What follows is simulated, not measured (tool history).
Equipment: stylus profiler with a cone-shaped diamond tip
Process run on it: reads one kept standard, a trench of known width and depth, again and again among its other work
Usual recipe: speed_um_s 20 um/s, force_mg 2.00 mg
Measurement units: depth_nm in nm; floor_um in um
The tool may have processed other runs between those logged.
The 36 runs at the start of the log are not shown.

| run | hour | speed_um_s | force_mg | depth_nm | floor_um |
|---|---|---|---|---|---|
| 37 | 1637.1 | 22 | 1.75 | 101.24 | 17.00 |
| 38 | 1695.5 | 6 | 4.63 | 102.37 | 17.08 |
| 39 | 1729.3 | 6 | 4.63 | 102.40 | 17.09 |
| 40 | 1763.1 | 6 | 4.63 | 102.47 | 17.07 |
| 41 | 1827.9 | 6 | 4.63 | 102.42 | 17.05 |
| 42 | 1857.9 | 16 | 0.73 | 100.74 | 16.92 |
| 43 | 1907.5 | 37 | 2.00 | 101.45 | 16.83 |
| 44 | 1938.0 | 37 | 2.00 | 101.48 | 16.85 |
| 45 | 1972.2 | 37 | 2.00 | 101.46 | 16.85 |
| 46 | 2035.7 | 57 | 4.18 | 102.25 | 16.82 |

3 ways to go on from here, each from the tool as it stands after run 46. What would each give?
| A | 2082.3 | 12 | 0.95 | ? | ? |
| B | 2082.3 | 8 | 2.00 | ? | ? |
| C | 2082.3 | 28 | 1.36 | ? | ? |

| run | depth_nm | floor_um |
|---|---|---|
| A | 100.92 | 16.89 |
| B | 101.52 | 16.93 |
| C | 101.23 | 16.82 |
The same runs, with their run-to-run variation unchanged, on a tool lacking any hidden condition would have given:
| run | depth_nm | floor_um |
|---|---|---|
| A | 100.71 | 17.92 |
| B | 101.31 | 17.97 |
| C | 101.02 | 17.86 |
